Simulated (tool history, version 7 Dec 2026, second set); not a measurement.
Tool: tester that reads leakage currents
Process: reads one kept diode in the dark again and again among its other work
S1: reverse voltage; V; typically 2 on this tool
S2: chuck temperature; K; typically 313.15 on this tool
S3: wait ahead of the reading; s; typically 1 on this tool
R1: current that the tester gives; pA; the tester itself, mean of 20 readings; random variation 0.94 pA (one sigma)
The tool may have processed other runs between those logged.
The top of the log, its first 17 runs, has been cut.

Run 18, hour 1452: usual settings but S2 318.15 K. Result: R1 481.53 pA.
Run 19, hour 1522.1: usual settings. Result: R1 313.65 pA.
Run 20, hour 1636.7: usual settings. Result: R1 312.09 pA.
Run 21, hour 1753.7: usual settings. Result: R1 312.19 pA.
Run 22, hour 1870.9: usual settings. Result: R1 313.5 pA.
Run 23, hour 1931.7: usual settings but S1 2.28 V, S2 327.15 K, S3 1.31 s. Result: R1 1073.13 pA.
Run 24, hour 1993.3: usual settings but S1 19.02 V, S2 311.15 K, S3 0.43 s. Result: R1 799.41 pA.
Run 25, hour 2100.6: usual settings but S1 19.02 V, S2 311.15 K, S3 0.43 s. Result: R1 796.77 pA.
Run 26, hour 2207.1: usual settings but S1 1.82 V, S2 303.15 K, S3 8.39 s. Result: R1 122.28 pA.
Run 27, hour 2303.5: usual settings but S1 1.82 V, S2 303.15 K, S3 8.39 s. Result: R1 120.88 pA.
Run 28, hour 2409.3: usual settings but S1 1.82 V, S2 303.15 K, S3 8.39 s. Result: R1 121.62 pA.
Run 29, hour 2519.3: usual settings but S1 1.82 V, S2 303.15 K, S3 8.39 s. Result: R1 122.15 pA.
Run 30, hour 2570.5: usual settings but S2 323.15 K, S3 0.48 s. Result: R1 727.75 pA.
Run 31, hour 2634.2: usual settings but S2 323.15 K, S3 0.48 s. Result: R1 727.68 pA.
Run 32, hour 2711.6: usual settings but S2 323.15 K, S3 0.48 s. Result: R1 722.92 pA.
Run 33, hour 2782.8: usual settings but S1 8.51 V, S2 318.15 K, S3 5.64 s. Result: R1 970.51 pA.
Run 34, hour 2908.2: usual settings but S1 8.51 V, S2 318.15 K, S3 5.64 s. Result: R1 970.61 pA.
Run 35, hour 3006.4: usual settings but S1 1.14 V, S2 299.15 K, S3 0.65 s. Result: R1 67.01 pA.
Run 36, hour 3080.4: usual settings but S1 4.03 V, S2 302.15 K. Result: R1 164.61 pA.
Run 37, hour 3132.6: usual settings but S1 4.98 V, S3 8.57 s. Result: R1 490.16 pA.
At hour 3191.9: probe card cleaned and baked.
Run 38, hour 3243.1: usual settings but S1 4.98 V, S3 8.57 s. Result: R1 488.04 pA.
Run 39, hour 3351: usual settings but S1 1.63 V, S2 316.15 K, S3 0.48 s. Result: R1 365.42 pA.
At hour 3444.4: chuck's temperature calibrated.
Run 40, hour 3452.5: usual settings but S1 1.63 V, S2 316.15 K, S3 0.48 s. Result: R1 367.13 pA.

Branching from run 40: 3 alternative next runs. What would each branch give?
Run A, hour 3570.6: usual settings but S1 6.3 V, S2 297.15 K, S3 0.48 s. Result: R1 ?.
Run B, hour 3570.6: usual settings but S1 16.6 V, S2 295.15 K, S3 4.29 s. Result: R1 ?.
Run C, hour 3570.6: usual settings but S1 13.45 V. Result: R1 ?.

run      R1
  A  130.03
  B  169.08
  C  794.57
Stripped of hidden state, with their random variation kept, the same runs would have yielded:
run      R1
  A  130.01
  B  169.02
  C  794.55

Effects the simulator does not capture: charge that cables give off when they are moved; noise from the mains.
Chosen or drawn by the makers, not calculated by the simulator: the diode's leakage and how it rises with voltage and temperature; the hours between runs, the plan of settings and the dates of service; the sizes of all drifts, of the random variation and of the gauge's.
